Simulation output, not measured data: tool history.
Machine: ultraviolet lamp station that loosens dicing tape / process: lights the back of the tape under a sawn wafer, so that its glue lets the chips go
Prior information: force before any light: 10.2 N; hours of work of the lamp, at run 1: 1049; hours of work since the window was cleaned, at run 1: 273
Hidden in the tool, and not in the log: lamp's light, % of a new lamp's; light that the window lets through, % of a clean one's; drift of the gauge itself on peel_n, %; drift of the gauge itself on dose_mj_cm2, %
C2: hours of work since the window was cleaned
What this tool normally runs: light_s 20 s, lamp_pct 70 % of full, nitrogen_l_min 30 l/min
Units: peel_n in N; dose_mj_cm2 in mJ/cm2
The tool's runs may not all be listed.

Run 1, hour 0: usual settings; hours of work of the lamp 1049; C2 273. Result: peel_n 1.734 N, dose_mj_cm2 241 mJ/cm2.
At hour 26: window cleaned of glue's vapour.
Run 2, hour 96.7: usual settings; hours of work of the lamp 1116; C2 49. Result: peel_n 2.053 N, dose_mj_cm2 222 mJ/cm2.
Run 3, hour 174.6: usual settings; hours of work of the lamp 1170; C2 103. Result: peel_n 2.09 N, dose_mj_cm2 213 mJ/cm2.
Run 4, hour 245.7: usual settings but light_s 22 s; hours of work of the lamp 1219; C2 153. Result: peel_n 1.97 N, dose_mj_cm2 225 mJ/cm2.
At hour 268.3: window cleaned of glue's vapour, once more.
Run 5, hour 302.9: usual settings but light_s 22 s; hours of work of the lamp 1259; C2 24. Result: peel_n 1.359 N, dose_mj_cm2 281 mJ/cm2.
Run 6, hour 372.2: usual settings; hours of work of the lamp 1307; C2 72. Result: peel_n 1.856 N, dose_mj_cm2 248 mJ/cm2.
Run 7, hour 434.8: usual settings; hours of work of the lamp 1350; C2 116. Result: peel_n 1.76 N, dose_mj_cm2 241 mJ/cm2.
Run 8, hour 518.1: usual settings but nitrogen_l_min 25 l/min; hours of work of the lamp 1408; C2 174. Result: peel_n 2.137 N, dose_mj_cm2 230 mJ/cm2.
Run 9, hour 577.6: usual settings; hours of work of the lamp 1449; C2 215. Result: peel_n 2.044 N, dose_mj_cm2 229 mJ/cm2.
At hour 645.5: lamp changed.
Run 10, hour 660.2: usual settings but lamp_pct 91 % of full; hours of work of the lamp 10; C2 272. Result: peel_n 0.684 N, dose_mj_cm2 380 mJ/cm2.
At hour 695.2: window cleaned of glue's vapour.
Run 11, hour 709.4: usual settings but lamp_pct 95 % of full, nitrogen_l_min 57 l/min; hours of work of the lamp 44; C2 10. Result: peel_n 0.282 N, dose_mj_cm2 451 mJ/cm2.
Run 12, hour 796.2: usual settings but light_s 11 s, lamp_pct 90 % of full, nitrogen_l_min 59 l/min; hours of work of the lamp 104; C2 70. Result: peel_n 1.475 N, dose_mj_cm2 224 mJ/cm2.
Run 13, hour 837.5: usual settings but light_s 28 s, lamp_pct 68 % of full, nitrogen_l_min 15 l/min; hours of work of the lamp 133; C2 99. Result: peel_n 0.892 N, dose_mj_cm2 428 mJ/cm2.
Run 14, hour 900: usual settings but light_s 13 s, lamp_pct 88 % of full, nitrogen_l_min 56 l/min; hours of work of the lamp 176; C2 142. Result: peel_n 1.208 N, dose_mj_cm2 247 mJ/cm2.
Run 15, hour 944.1: usual settings but light_s 19 s, lamp_pct 88 % of full, nitrogen_l_min 21 l/min; hours of work of the lamp 207; C2 173. Result: peel_n 1.043 N, dose_mj_cm2 356 mJ/cm2.
Run 16, hour 1031.5: usual settings but light_s 19 s, lamp_pct 88 % of full, nitrogen_l_min 21 l/min; hours of work of the lamp 268; C2 234. Result: peel_n 1.181 N, dose_mj_cm2 347 mJ/cm2.
At hour 1115.3: window cleaned of glue's vapour.
Run 17, hour 1115.3: usual settings but lamp_pct 100 % of full, nitrogen_l_min 21 l/min; hours of work of the lamp 326; C2 0. Result: peel_n 0.582 N, dose_mj_cm2 455 mJ/cm2.
Run 18, hour 1169.6: usual settings but lamp_pct 71 % of full; hours of work of the lamp 363; C2 38. Result: peel_n 1.097 N, dose_mj_cm2 314 mJ/cm2.

Below are 3 alternative next runs, each starting from the tool's condition after run 18. Predict each:
Run A, hour 1260.2: usual settings but nitrogen_l_min 34 l/min; hours of work of the lamp 426; C2 101. Result: peel_n ?, dose_mj_cm2 ?.
Run B, hour 1260.2: usual settings but light_s 17 s, lamp_pct 78 % of full, nitrogen_l_min 40 l/min; hours of work of the lamp 426; C2 101. Result: peel_n ?, dose_mj_cm2 ?.
Run C, hour 1260.2: usual settings but light_s 31 s, lamp_pct 86 % of full, nitrogen_l_min 20 l/min; hours of work of the lamp 426; C2 101. Result: peel_n ?, dose_mj_cm2 ?.

run  peel_n  dose_mj_cm2
  A   1.127          300
  B   1.168          284
  C   0.334          568
Take away the tool's hidden state, keep each run's random variation, and the runs would have read:
run  peel_n  dose_mj_cm2
  A   0.843          341
  B   0.876          323
  C   0.231          646
